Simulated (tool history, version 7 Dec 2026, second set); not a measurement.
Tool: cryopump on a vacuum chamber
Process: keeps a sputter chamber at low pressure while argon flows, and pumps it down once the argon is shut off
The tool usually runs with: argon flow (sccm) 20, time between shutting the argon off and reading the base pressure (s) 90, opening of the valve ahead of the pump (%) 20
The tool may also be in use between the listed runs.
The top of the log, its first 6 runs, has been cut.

run,hour,argon flow (sccm),time between shutting the argon off and reading the base pressure (s),opening of the valve ahead of the pump (%),pressure while argon flows (Pa),pressure after the wait (uPa)
7,508.9,39,90,20,0.1633,1.83
# hour 582.9: pump warmed up, emptied and cooled again
8,608.7,20,90,20,0.0784,1.57
9,718,20,90,20,0.0783,1.53
10,768.3,20,90,25,0.0636,1.65
11,863.4,20,90,25,0.0639,1.77
12,925.3,20,90,25,0.0657,1.84
13,996.6,20,90,25,0.0649,1.9
14,1098.6,20,90,20,0.0819,2.09
15,1205.7,20,90,20,0.0836,2.26
16,1281.8,20,90,20,0.0832,2.35
17,1387.3,20,90,20,0.0856,2.64
# hour 1417.6: pump warmed up, emptied and cooled again
18,1479,20,90,20,0.0786,2.04
19,1591.9,20,90,20,0.0793,2.24
20,1657.9,22,26,56,0.0328,3.24
# hour 1704.7: leaking fittings of the chamber tightened, without venting
21,1712.2,22,26,56,0.0328,1.5
22,1798.6,24,73,20,0.0977,0.7
23,1889.6,20,177,26,0.0633,0.49
24,1988.6,37,260,24,0.1282,0.5

Run 25 has not been measured yet. What should we expect?
25,2037.7,15,200,49,?,?

{"run 25": {"pressure while argon flows (Pa)": 0.0276, "pressure after the wait (uPa)": 0.65}}
With no hidden state in the tool, this same run would have given pressure while argon flows (Pa) 0.0242, pressure after the wait (uPa) 0.36.
